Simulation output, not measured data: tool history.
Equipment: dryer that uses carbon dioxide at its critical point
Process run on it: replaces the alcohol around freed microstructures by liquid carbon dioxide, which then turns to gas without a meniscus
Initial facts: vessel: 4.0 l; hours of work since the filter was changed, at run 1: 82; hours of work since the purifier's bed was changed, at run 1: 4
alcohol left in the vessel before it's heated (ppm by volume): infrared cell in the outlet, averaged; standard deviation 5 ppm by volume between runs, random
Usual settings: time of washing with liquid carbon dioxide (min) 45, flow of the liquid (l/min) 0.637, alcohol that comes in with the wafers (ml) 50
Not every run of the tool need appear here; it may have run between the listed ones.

| run | hour | time of washing with liquid carbon dioxide (min) | flow of the liquid (l/min) | alcohol that comes in with the wafers (ml) | hours of work since the filter was changed | hours of work since the purifier's bed was changed | alcohol left in the vessel before it's heated (ppm by volume) |
|---|---|---|---|---|---|---|---|
| 1 | 0 | 45 | 0.637 | 50 | 82 | 4 | 56 |
| 2 | 8.3 | 45 | 0.637 | 50 | 85 | 7 | 56 |
| 3 | 18.7 | 45 | 0.434 | 50 | 89 | 11 | 259 |
| 4 | 23.3 | 45 | 0.434 | 50 | 90 | 12 | 253 |
| 5 | 31.9 | 45 | 0.434 | 50 | 93 | 15 | 258 |
| 6 | 39.3 | 45 | 0.637 | 20 | 96 | 18 | 28 |
| 7 | 44 | 45 | 0.637 | 20 | 97 | 19 | 18 |
| 8 | 50 | 45 | 0.395 | 50 | 99 | 22 | 359 |
| 9 | 57 | 45 | 0.637 | 50 | 102 | 24 | 53 |
| 10 | 61.5 | 45 | 0.637 | 50 | 103 | 26 | 58 |
| 11 | 67.9 | 45 | 0.637 | 50 | 106 | 28 | 51 |
| 12 | 74.7 | 45 | 0.637 | 50 | 108 | 30 | 51 |
| 13 | 83.3 | 45 | 0.637 | 50 | 111 | 33 | 50 |
| 14 | 89.4 | 45 | 0.637 | 50 | 113 | 35 | 44 |
| 15 | 97 | 45 | 0.637 | 50 | 116 | 38 | 55 |
| 16 | 103.9 | 45 | 0.637 | 50 | 118 | 40 | 45 |
| 17 | 112.5 | 45 | 0.637 | 50 | 121 | 43 | 48 |
| 18 | 122.8 | 45 | 0.637 | 50 | 125 | 47 | 52 |
| 19 | 128.4 | 63 | 0.637 | 50 | 126 | 49 | 4 |
| 20 | 134.2 | 45 | 0.637 | 50 | 128 | 51 | 49 |
| 21 | 140.1 | 45 | 0.637 | 71 | 131 | 53 | 69 |
| 22 | 146.9 | 45 | 0.637 | 71 | 133 | 55 | 86 |
| 23 | 157.3 | 45 | 0.637 | 50 | 136 | 59 | 66 |
| 24 | 165.8 | 45 | 0.637 | 50 | 139 | 62 | 67 |
| 25 | 172.9 | 53 | 0.786 | 50 | 142 | 64 | 21 |
| 26 | 182.5 | 45 | 0.55 | 50 | 145 | 67 | 122 |
| 27 | 193.1 | 45 | 0.55 | 50 | 149 | 71 | 112 |
| 28 | 199.5 | 29 | 0.842 | 40 | 151 | 73 | 103 |
| 29 | 207.2 | 45 | 0.96 | 93 | 154 | 76 | 14 |
| 30 | 217.6 | 45 | 0.817 | 71 | 157 | 80 | 32 |
| 31 | 226.9 | 30 | 0.471 | 71 | 161 | 83 | 1065 |
| 32 | 234.3 | 30 | 0.471 | 71 | 163 | 85 | 1093 |
| 33 | 242.1 | 47 | 0.637 | 39 | 166 | 88 | 43 |
| 34 | 246.8 | 45 | 0.637 | 63 | 167 | 90 | 84 |
| 35 | 253.5 | 45 | 0.637 | 63 | 170 | 92 | 74 |
| 36 | 262.5 | 45 | 0.637 | 63 | 173 | 95 | 79 |
| 37 | 272.1 | 64 | 0.637 | 48 | 176 | 98 | 16 |
| 38 | 280.2 | 60 | 0.525 | 35 | 179 | 101 | 33 |
| 39 | 288.6 | 45 | 0.607 | 65 | 182 | 104 | 98 |
| 40 | 296.5 | 45 | 0.607 | 65 | 185 | 107 | 103 |
| 41 | 304.1 | 33 | 0.493 | 27 | 187 | 109 | 292 |
| 42 | 312.8 | 33 | 0.493 | 27 | 190 | 113 | 293 |
| 43 | 321.2 | 28 | 0.493 | 27 | 193 | 115 | 475 |
| 44 | 330.6 | 28 | 0.493 | 27 | 196 | 119 | 488 |
| 45 | 341 | 45 | 0.637 | 45 | 200 | 122 | 61 |
| 46 | 350.8 | 45 | 0.637 | 45 | 203 | 126 | 70 |

4 ways to go on from here, each from the tool as it stands after run 46. What would each give?
| A | 359.5 | 45 | 1.063 | 25 | 206 | 129 | ? |
| B | 359.5 | 43 | 0.637 | 100 | 206 | 129 | ? |
| C | 359.5 | 45 | 0.453 | 21 | 206 | 129 | ? |
| D | 359.5 | 59 | 0.496 | 50 | 206 | 129 | ? |

| run | alcohol left in the vessel before it's heated (ppm by volume) |
|---|---|
| A | 20 |
| B | 147 |
| C | 120 |
| D | 68 |
Take away the tool's hidden state, keep each run's random variation, and the runs would have read:
| run | alcohol left in the vessel before it's heated (ppm by volume) |
|---|---|
| A | 7 |
| B | 106 |
| C | 90 |
| D | 45 |
